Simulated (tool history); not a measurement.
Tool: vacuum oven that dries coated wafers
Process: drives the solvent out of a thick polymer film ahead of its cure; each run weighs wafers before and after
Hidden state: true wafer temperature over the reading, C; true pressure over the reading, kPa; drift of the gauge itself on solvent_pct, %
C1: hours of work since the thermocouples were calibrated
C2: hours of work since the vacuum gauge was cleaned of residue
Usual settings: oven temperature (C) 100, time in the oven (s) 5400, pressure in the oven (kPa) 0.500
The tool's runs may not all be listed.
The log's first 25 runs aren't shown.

run 26 hour=837.6 | oven_temperature_(C)=85 time_in_the_oven_(s)=5280 pressure_in_the_oven_(kPa)=0.349 | C1=620 C2=1001 | solvent_left_in_the_film_(%)=9.66
run 27 hour=880.3 | oven_temperature_(C)=111 time_in_the_oven_(s)=3540 pressure_in_the_oven_(kPa)=1.114 | C1=648 C2=1029 | solvent_left_in_the_film_(%)=3.24
run 28 hour=902.1 | oven_temperature_(C)=111 time_in_the_oven_(s)=3540 pressure_in_the_oven_(kPa)=1.114 | C1=662 C2=1043 | solvent_left_in_the_film_(%)=3.24
run 29 hour=934.1 | oven_temperature_(C)=95 time_in_the_oven_(s)=3780 pressure_in_the_oven_(kPa)=1.842 | C1=683 C2=1064 | solvent_left_in_the_film_(%)=8.89
run 30 hour=967.8 | oven_temperature_(C)=114 time_in_the_oven_(s)=9000 pressure_in_the_oven_(kPa)=0.929 | C1=705 C2=1086 | solvent_left_in_the_film_(%)=0.52
run 31 hour=1011.1 | oven_temperature_(C)=86 time_in_the_oven_(s)=5580 pressure_in_the_oven_(kPa)=0.603 | C1=733 C2=1114 | solvent_left_in_the_film_(%)=9.02
run 32 hour=1033.3 | oven_temperature_(C)=93 time_in_the_oven_(s)=5460 pressure_in_the_oven_(kPa)=0.605 | C1=747 C2=1129 | solvent_left_in_the_film_(%)=6.48
run 33 hour=1064.0 | oven_temperature_(C)=94 time_in_the_oven_(s)=5460 pressure_in_the_oven_(kPa)=0.907 | C1=767 C2=1149 | solvent_left_in_the_film_(%)=6.38
run 34 hour=1103.4 | oven_temperature_(C)=95 time_in_the_oven_(s)=4620 pressure_in_the_oven_(kPa)=1.291 | C1=793 C2=1174 | solvent_left_in_the_film_(%)=7.26
run 35 hour=1148.3 | oven_temperature_(C)=95 time_in_the_oven_(s)=4620 pressure_in_the_oven_(kPa)=1.291 | C1=823 C2=1204 | solvent_left_in_the_film_(%)=7.23
run 36 hour=1169.9 | oven_temperature_(C)=98 time_in_the_oven_(s)=5160 pressure_in_the_oven_(kPa)=1.291 | C1=837 C2=1218 | solvent_left_in_the_film_(%)=5.41
run 37 hour=1202.0 | oven_temperature_(C)=93 time_in_the_oven_(s)=5400 pressure_in_the_oven_(kPa)=1.824 | C1=858 C2=1239 | solvent_left_in_the_film_(%)=7.26
run 38 hour=1233.0 | oven_temperature_(C)=100 time_in_the_oven_(s)=6600 pressure_in_the_oven_(kPa)=0.737 | C1=878 C2=1259 | solvent_left_in_the_film_(%)=2.99
run 39 hour=1264.9 | oven_temperature_(C)=100 time_in_the_oven_(s)=3720 pressure_in_the_oven_(kPa)=0.679 | C1=899 C2=1280 | solvent_left_in_the_film_(%)=6.61
run 40 hour=1300.2 | oven_temperature_(C)=100 time_in_the_oven_(s)=3720 pressure_in_the_oven_(kPa)=0.679 | C1=922 C2=1303 | solvent_left_in_the_film_(%)=6.73
run 41 hour=1337.8 | oven_temperature_(C)=95 time_in_the_oven_(s)=3120 pressure_in_the_oven_(kPa)=0.540 | C1=946 C2=1328 | solvent_left_in_the_film_(%)=9.63
run 42 hour=1362.5 | oven_temperature_(C)=100 time_in_the_oven_(s)=3540 pressure_in_the_oven_(kPa)=0.891 | C1=963 C2=1344 | solvent_left_in_the_film_(%)=7.03
run 43 hour=1397.9 | oven_temperature_(C)=102 time_in_the_oven_(s)=5400 pressure_in_the_oven_(kPa)=1.904 | C1=986 C2=1367 | solvent_left_in_the_film_(%)=4.20
run 44 hour=1423.5 | oven_temperature_(C)=102 time_in_the_oven_(s)=5400 pressure_in_the_oven_(kPa)=1.904 | C1=1002 C2=1384 | solvent_left_in_the_film_(%)=4.14
run 45 hour=1447.0 | oven_temperature_(C)=98 time_in_the_oven_(s)=5400 pressure_in_the_oven_(kPa)=0.726 | C1=1018 C2=1399 | solvent_left_in_the_film_(%)=5.05
run 46 hour=1487.3 | oven_temperature_(C)=98 time_in_the_oven_(s)=3360 pressure_in_the_oven_(kPa)=1.943 | C1=1044 C2=1425 | solvent_left_in_the_film_(%)=8.54
run 47 hour=1520.1 | oven_temperature_(C)=98 time_in_the_oven_(s)=3360 pressure_in_the_oven_(kPa)=1.943 | C1=1066 C2=1447 | solvent_left_in_the_film_(%)=8.50

4 ways to go on from here, each from the tool as it stands after run 47. What would each give?
run A hour=1541.5 | oven_temperature_(C)=98 time_in_the_oven_(s)=3360 pressure_in_the_oven_(kPa)=0.341 | C1=1079 C2=1461 | solvent_left_in_the_film_(%)=?
run B hour=1541.5 | oven_temperature_(C)=105 time_in_the_oven_(s)=8220 pressure_in_the_oven_(kPa)=0.527 | C1=1079 C2=1461 | solvent_left_in_the_film_(%)=?
run C hour=1541.5 | oven_temperature_(C)=110 time_in_the_oven_(s)=3360 pressure_in_the_oven_(kPa)=0.308 | C1=1079 C2=1461 | solvent_left_in_the_film_(%)=?
run D hour=1541.5 | oven_temperature_(C)=109 time_in_the_oven_(s)=3840 pressure_in_the_oven_(kPa)=0.329 | C1=1079 C2=1461 | solvent_left_in_the_film_(%)=?

run=A solvent_left_in_the_film_(%)=7.88
run=B solvent_left_in_the_film_(%)=1.26
run=C solvent_left_in_the_film_(%)=3.67
run=D solvent_left_in_the_film_(%)=3.43
Without the tool's hidden state the same runs would have given:
run=A solvent_left_in_the_film_(%)=6.91
run=B solvent_left_in_the_film_(%)=0.82
run=C solvent_left_in_the_film_(%)=2.92
run=D solvent_left_in_the_film_(%)=2.68

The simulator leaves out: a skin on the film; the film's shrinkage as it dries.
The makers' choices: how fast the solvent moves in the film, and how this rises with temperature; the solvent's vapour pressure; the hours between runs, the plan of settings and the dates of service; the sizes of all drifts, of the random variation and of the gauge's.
